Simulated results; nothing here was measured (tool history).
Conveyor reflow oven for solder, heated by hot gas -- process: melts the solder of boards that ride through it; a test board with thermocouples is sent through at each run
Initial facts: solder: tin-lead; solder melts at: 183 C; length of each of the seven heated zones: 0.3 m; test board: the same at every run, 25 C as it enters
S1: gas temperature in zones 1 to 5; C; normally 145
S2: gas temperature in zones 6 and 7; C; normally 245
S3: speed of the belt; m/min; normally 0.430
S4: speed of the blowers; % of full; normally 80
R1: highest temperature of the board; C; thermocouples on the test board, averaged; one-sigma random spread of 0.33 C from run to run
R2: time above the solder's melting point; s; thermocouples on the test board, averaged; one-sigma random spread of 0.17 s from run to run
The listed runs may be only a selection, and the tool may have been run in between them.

run,day,S1,S2,S3,S4,R1,R2
1,0.000,145,245,0.430,80,232.8,77.2
2,1.117,145,245,0.430,80,232.4,76.4
# day 2.012: thermocouples of zones 6 and 7 changed
3,2.950,145,245,0.430,80,231.5,75.6
4,4.479,149,245,0.430,80,231.2,77.4
5,5.733,149,245,0.430,80,231.6,77.6
6,7.571,149,245,0.430,80,231.9,77.4
7,8.721,149,245,0.430,80,231.3,77.1
8,10.462,149,245,0.430,80,231.2,77.5
9,12.592,145,245,0.430,80,230.3,75.6
10,13.933,145,245,0.430,80,231.6,75.6
11,15.779,145,245,0.430,80,230.2,75.6
12,17.004,145,245,0.430,80,229.8,75.5
# day 17.350: belt drive overhauled, speed set with a stopwatch
13,18.746,145,245,0.355,80,235.8,95.4
14,19.875,145,245,0.430,80,230.8,75.7
15,20.996,145,245,0.430,80,230.5,75.7
# day 22.829: belt drive overhauled, speed set with a stopwatch, once more
16,22.829,157,239,0.458,51,217.8,65.4
# day 24.275: flux residue cleaned out of gas plates and filters
17,24.792,157,239,0.458,51,218.9,67.6
18,26.425,145,241,0.428,80,228.6,74.8
19,28.158,142,242,0.472,82,227.3,65.1
20,29.162,142,242,0.472,82,226.9,65.2
21,30.567,145,245,0.366,69,233.9,91.0
22,31.796,145,245,0.366,69,234.7,90.7
23,33.125,145,245,0.429,80,232.8,76.3
24,34.392,151,245,0.398,63,231.9,84.9
25,35.508,151,245,0.398,63,231.2,84.6
26,36.679,136,245,0.431,60,225.0,67.8
27,38.554,136,245,0.431,60,225.2,67.6
28,40.575,145,245,0.514,80,226.8,60.3
29,42.400,147,245,0.514,80,226.2,61.4
# day 42.762: thermocouples of zones 6 and 7 changed
30,44.529,142,245,0.514,74,222.2,56.5

4 options for the next run, each taken on its own from the tool as it stands now. Forecast them:
A,46.533,142,234,0.443,74,?,?
B,46.533,133,255,0.466,74,?,?
C,46.533,151,245,0.430,80,?,?
D,46.533,145,242,0.483,58,?,?

run,R1,R2
A,217.7,62.8
B,233.0,66.4
C,230.3,78.2
D,217.2,57.8
The same runs, with their run-to-run variation unchanged, on a tool lacking any hidden condition would have given:
run,R1,R2
A,219.7,64.4
B,235.5,67.5
C,232.2,78.9
D,219.1,59.4
